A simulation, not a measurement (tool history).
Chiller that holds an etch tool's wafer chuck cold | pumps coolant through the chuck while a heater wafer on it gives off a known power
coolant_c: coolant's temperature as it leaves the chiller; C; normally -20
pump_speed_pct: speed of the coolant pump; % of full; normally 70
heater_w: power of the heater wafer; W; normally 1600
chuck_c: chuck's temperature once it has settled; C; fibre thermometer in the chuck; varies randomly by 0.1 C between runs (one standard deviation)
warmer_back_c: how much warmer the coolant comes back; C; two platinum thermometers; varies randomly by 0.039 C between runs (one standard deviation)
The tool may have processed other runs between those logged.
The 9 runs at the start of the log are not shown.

run 10 day=8.779 | coolant_c=-20 pump_speed_pct=70 heater_w=1168 | chuck_c=-8.3 warmer_back_c=6.09
run 11 day=10.088 | coolant_c=-20 pump_speed_pct=70 heater_w=1600 | chuck_c=-3.9 warmer_back_c=8.49
run 12 day=11.433 | coolant_c=-20 pump_speed_pct=70 heater_w=1600 | chuck_c=-4.0 warmer_back_c=8.42
run 13 day=12.871 | coolant_c=-20 pump_speed_pct=70 heater_w=1600 | chuck_c=-4.2 warmer_back_c=8.45
run 14 day=14.275 | coolant_c=-20 pump_speed_pct=70 heater_w=1600 | chuck_c=-3.9 warmer_back_c=8.42
run 15 day=15.462 | coolant_c=-20 pump_speed_pct=93 heater_w=1600 | chuck_c=-6.8 warmer_back_c=6.25
run 16 day=16.225 | coolant_c=-20 pump_speed_pct=93 heater_w=1500 | chuck_c=-7.4 warmer_back_c=5.81
run 17 day=17.542 | coolant_c=-13 pump_speed_pct=70 heater_w=835 | chuck_c=-4.6 warmer_back_c=4.42
run 18 day=18.700 | coolant_c=-27 pump_speed_pct=78 heater_w=1538 | chuck_c=-12.8 warmer_back_c=7.26
run 19 day=20.117 | coolant_c=-27 pump_speed_pct=78 heater_w=1538 | chuck_c=-12.7 warmer_back_c=7.20
run 20 day=21.346 | coolant_c=-24 pump_speed_pct=78 heater_w=1208 | chuck_c=-12.8 warmer_back_c=5.67
run 21 day=22.150 | coolant_c=-21 pump_speed_pct=78 heater_w=818 | chuck_c=-13.6 warmer_back_c=3.95
run 22 day=22.996 | coolant_c=-18 pump_speed_pct=70 heater_w=1600 | chuck_c=-1.8 warmer_back_c=8.39
run 23 day=23.646 | coolant_c=-14 pump_speed_pct=80 heater_w=1435 | chuck_c=-0.9 warmer_back_c=6.63
run 24 day=25.000 | coolant_c=-19 pump_speed_pct=78 heater_w=1553 | chuck_c=-4.6 warmer_back_c=7.30
run 25 day=26.112 | coolant_c=-19 pump_speed_pct=78 heater_w=1553 | chuck_c=-4.5 warmer_back_c=7.35
run 26 day=27.521 | coolant_c=-19 pump_speed_pct=78 heater_w=1553 | chuck_c=-4.3 warmer_back_c=7.34
run 27 day=28.867 | coolant_c=-19 pump_speed_pct=78 heater_w=1553 | chuck_c=-4.4 warmer_back_c=7.36
run 28 day=29.512 | coolant_c=-29 pump_speed_pct=78 heater_w=1553 | chuck_c=-14.4 warmer_back_c=7.29
run 29 day=30.483 | coolant_c=-11 pump_speed_pct=62 heater_w=804 | chuck_c=-2.4 warmer_back_c=4.87
run 30 day=31.579 | coolant_c=-11 pump_speed_pct=62 heater_w=804 | chuck_c=-2.3 warmer_back_c=4.91
run 31 day=32.450 | coolant_c=-26 pump_speed_pct=62 heater_w=1147 | chuck_c=-13.4 warmer_back_c=6.85
run 32 day=33.758 | coolant_c=-26 pump_speed_pct=62 heater_w=1147 | chuck_c=-13.2 warmer_back_c=6.91

Forecast each of these 4 alternatives for the next run:
run A day=34.738 | coolant_c=-17 pump_speed_pct=70 heater_w=1600 | chuck_c=? warmer_back_c=?
run B day=34.738 | coolant_c=-16 pump_speed_pct=90 heater_w=830 | chuck_c=? warmer_back_c=?
run C day=34.738 | coolant_c=-28 pump_speed_pct=70 heater_w=1809 | chuck_c=? warmer_back_c=?
run D day=34.738 | coolant_c=-26 pump_speed_pct=60 heater_w=1543 | chuck_c=? warmer_back_c=?

run=A chuck_c=-0.6 warmer_back_c=8.47
run=B chuck_c=-8.9 warmer_back_c=3.40
run=C chuck_c=-9.6 warmer_back_c=9.60
run=D chuck_c=-8.6 warmer_back_c=9.58
With the hidden condition removed and each run's random variation left untouched, the same runs would have given:
run=A chuck_c=-2.1 warmer_back_c=8.43
run=B chuck_c=-9.5 warmer_back_c=3.38
run=C chuck_c=-11.4 warmer_back_c=9.56
run=D chuck_c=-10.2 warmer_back_c=9.55

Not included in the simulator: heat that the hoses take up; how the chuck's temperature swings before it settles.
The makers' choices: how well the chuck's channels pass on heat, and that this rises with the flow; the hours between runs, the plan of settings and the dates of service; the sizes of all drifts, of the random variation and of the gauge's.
